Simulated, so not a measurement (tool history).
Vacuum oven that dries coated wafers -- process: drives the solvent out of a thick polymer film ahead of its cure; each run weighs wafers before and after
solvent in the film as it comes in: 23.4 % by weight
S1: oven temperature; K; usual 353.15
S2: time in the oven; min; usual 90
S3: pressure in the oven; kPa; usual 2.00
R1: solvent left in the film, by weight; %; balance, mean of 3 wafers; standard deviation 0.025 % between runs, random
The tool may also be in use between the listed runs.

run,hour,S1,S2,S3,R1
1,0.0,353.15,90,2.00,1.89
2,64.0,353.15,90,2.00,1.90
3,122.9,353.15,90,2.00,1.91
4,232.8,353.15,90,2.00,1.83
5,308.6,357.15,90,2.00,1.12
6,404.2,357.15,90,2.00,1.11
7,489.9,357.15,90,2.00,1.06
8,601.5,353.15,90,2.00,1.86
9,666.3,352.15,56,2.00,4.46
10,757.2,362.15,162,7.27,1.63
11,833.3,362.15,162,7.27,1.68
12,883.4,343.15,60,5.71,9.39
13,969.3,353.15,148,4.55,1.72
14,1086.3,353.15,148,4.55,1.74
15,1153.7,353.15,104,3.96,2.21
16,1227.4,363.15,117,2.00,0.52

Not shown here: 2 entries made in the log between runs. Locate each between two listed runs and compare the hidden state at the listed run before it with the hidden state at the listed run after it:
Run 3 -> run 4: vacuum gauge cleaned of residue and calibrated (hour 203.9)
  true wafer temperature over the reading, C: -0.18 -> -0.24; true pressure over the reading, kPa: 0.353 -> 0.002
  measured value less the no-hidden-state value, R1: +0.14 -> +0.06 %
Run 10 -> run 11: oven's thermocouples calibrated (hour 766.6)
  true wafer temperature over the reading, C: -0.58 -> -0.81; true pressure over the reading, kPa: 0.082 -> 0.093
  measured value less the no-hidden-state value, R1: +0.06 -> +0.07 %
